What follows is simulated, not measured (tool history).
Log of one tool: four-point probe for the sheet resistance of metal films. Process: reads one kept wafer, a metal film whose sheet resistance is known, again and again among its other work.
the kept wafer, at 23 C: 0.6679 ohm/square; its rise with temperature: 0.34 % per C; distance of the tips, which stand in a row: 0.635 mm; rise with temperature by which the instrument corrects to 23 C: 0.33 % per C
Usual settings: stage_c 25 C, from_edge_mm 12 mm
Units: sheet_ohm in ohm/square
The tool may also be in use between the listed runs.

run	day	stage_c	from_edge_mm	sheet_ohm
1	0	25	12	0.66878
2	3.729	30	12	0.668993
3	7.508	30	12	0.668858
# day 9.338: new probe head fitted
4	10.575	30	12	0.669026
5	14.496	30	12	0.669131
6	17.829	30	12	0.669035
7	20.517	30	12	0.669176
8	24.021	34	12	0.669204
9	27.633	34	4	0.677053
10	30.704	28	13	0.668846
11	33.204	28	28	0.66832
12	35.25	33	4	0.677095
13	38.208	26	7	0.670883
14	40.762	25	7	0.670836
15	42.971	27	7	0.670832

Some steps in sheet_ohm between neighbouring runs. How much of each would the tool show without its hidden state too (settings, what came in, random variation), and how much is left for the hidden state, with any gauge scatter that isn't in both results?
The hidden state here: inner tips' distance over the nominal, %; tips' flats over new ones', %; wafer's true temperature over the reading, C; drift of the gauge itself on sheet_ohm, %.
Run 3 -> 4: new probe head fitted. sheet_ohm +0.000168 ohm/square: hidden state +0.000125, all else +0.000043.
Run 11 -> 12: stage_c 28 -> 33, from_edge_mm 28 -> 4. sheet_ohm +0.008775 ohm/square: hidden state -0.000003, all else +0.008778.
